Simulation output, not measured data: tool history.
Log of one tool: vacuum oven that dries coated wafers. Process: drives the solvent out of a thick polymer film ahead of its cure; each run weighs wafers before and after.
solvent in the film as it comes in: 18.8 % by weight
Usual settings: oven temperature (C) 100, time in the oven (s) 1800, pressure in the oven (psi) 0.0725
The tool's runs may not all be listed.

| run | hour | oven temperature (C) | time in the oven (s) | pressure in the oven (psi) | solvent left in the film (%) |
|---|---|---|---|---|---|
| 1 | 0 | 100 | 1800 | 0.0725 | 1.32 |
| 2 | 13.6 | 100 | 1800 | 0.0725 | 1.45 |
| 3 | 34.8 | 100 | 1800 | 0.0725 | 1.43 |
| 4 | 48.3 | 100 | 900 | 0.0725 | 4.09 |
| 5 | 59.1 | 100 | 1800 | 0.1611 | 1.83 |
| 6 | 85.3 | 100 | 1860 | 0.0725 | 1.32 |
| 7 | 102 | 100 | 1800 | 0.0725 | 1.34 |
| 8 | 123.6 | 100 | 1800 | 0.0725 | 1.26 |
| 9 | 146.7 | 100 | 1800 | 0.0725 | 1.46 |
| 10 | 170.2 | 100 | 1800 | 0.0725 | 1.55 |
| 11 | 185.2 | 100 | 1800 | 0.0725 | 1.57 |
| 12 | 196.1 | 100 | 1800 | 0.0725 | 1.5 |
| 13 | 209.8 | 100 | 1800 | 0.0725 | 1.45 |
| 14 | 228.6 | 100 | 1800 | 0.0725 | 1.44 |
| 15 | 245.5 | 100 | 1800 | 0.0725 | 1.5 |
| 16 | 270.4 | 100 | 1800 | 0.0725 | 1.51 |
| 17 | 285.1 | 100 | 1800 | 0.0725 | 1.42 |
| 18 | 310.1 | 100 | 1800 | 0.0725 | 1.46 |
| 19 | 331.8 | 100 | 1200 | 0.0725 | 2.9 |
| 20 | 351 | 100 | 1200 | 0.0725 | 2.92 |
| 21 | 362.4 | 100 | 1200 | 0.0725 | 2.99 |
| 22 | 379.1 | 100 | 1200 | 0.0725 | 2.96 |
| 23 | 390.3 | 100 | 1200 | 0.0725 | 2.88 |
| 24 | 412.9 | 115 | 3000 | 0.1571 | 0.64 |
| 25 | 432.6 | 115 | 3000 | 0.1571 | 0.61 |
| 26 | 446.4 | 115 | 1260 | 0.0389 | 0.68 |
| 27 | 463.1 | 108 | 3060 | 0.0725 | 0.49 |
| 28 | 484.7 | 108 | 3060 | 0.065 | 0.43 |
| 29 | 497.5 | 104 | 1440 | 0.0725 | 1.47 |
| 30 | 509.4 | 100 | 1200 | 0.1353 | 3.16 |
| 31 | 526.1 | 100 | 1200 | 0.1353 | 3.24 |
|  | 530.5 | oven's thermocouples calibrated |
| 32 | 552.9 | 100 | 1440 | 0.2215 | 2.96 |
| 33 | 566.3 | 88 | 1500 | 0.1778 | 5.6 |
|  | 585.8 | oven's thermocouples calibrated, once more |
| 34 | 588.1 | 104 | 1500 | 0.1926 | 1.85 |
| 35 | 604 | 100 | 2820 | 0.0818 | 0.81 |
| 36 | 629.2 | 100 | 2820 | 0.0818 | 0.76 |
| 37 | 652 | 100 | 2820 | 0.0818 | 0.82 |
| 38 | 672.1 | 100 | 1320 | 0.0818 | 2.53 |
| 39 | 685.4 | 100 | 1320 | 0.0818 | 2.55 |
| 40 | 702.3 | 110 | 1320 | 0.2822 | 1.75 |
| 41 | 725.2 | 100 | 960 | 0.0725 | 4.02 |
| 42 | 737.6 | 114 | 1560 | 0.0692 | 0.51 |
| 43 | 761.8 | 98 | 1800 | 0.0384 | 1.7 |
| 44 | 781.1 | 98 | 1800 | 0.1703 | 2.23 |

Some steps in solvent left in the film (%) between neighbouring runs. How much of each would the tool show without its hidden state too (settings, what came in, random variation), and how much is left for the hidden state, with any gauge scatter that isn't in both results?
The hidden state here: true wafer temperature over the reading, C; true pressure over the reading, kPa; drift of the gauge itself on solvent_pct, %.
Run 3 -> 4: time in the oven (s) 1800 -> 900. solvent left in the film (%) +2.66: hidden state +0.02, all else +2.64.
Run 23 -> 24: oven temperature (C) 100 -> 115, time in the oven (s) 1200 -> 3000, pressure in the oven (psi) 0.0725 -> 0.1571. solvent left in the film (%) -2.24: hidden state -0.2, all else -2.04.
Run 32 -> 33: oven temperature (C) 100 -> 88, time in the oven (s) 1440 -> 1500, pressure in the oven (psi) 0.2215 -> 0.1778. solvent left in the film (%) +2.64: hidden state +0.2, all else +2.44.
Run 33 -> 34: oven temperature (C) 88 -> 104, pressure in the oven (psi) 0.1778 -> 0.1926, oven's thermocouples calibrated, once more. solvent left in the film (%) -3.75: hidden state -0.46, all else -3.29.
Run 41 -> 42: oven temperature (C) 100 -> 114, time in the oven (s) 960 -> 1560, pressure in the oven (psi) 0.0725 -> 0.0692. solvent left in the film (%) -3.51: hidden state -0.17, all else -3.34.

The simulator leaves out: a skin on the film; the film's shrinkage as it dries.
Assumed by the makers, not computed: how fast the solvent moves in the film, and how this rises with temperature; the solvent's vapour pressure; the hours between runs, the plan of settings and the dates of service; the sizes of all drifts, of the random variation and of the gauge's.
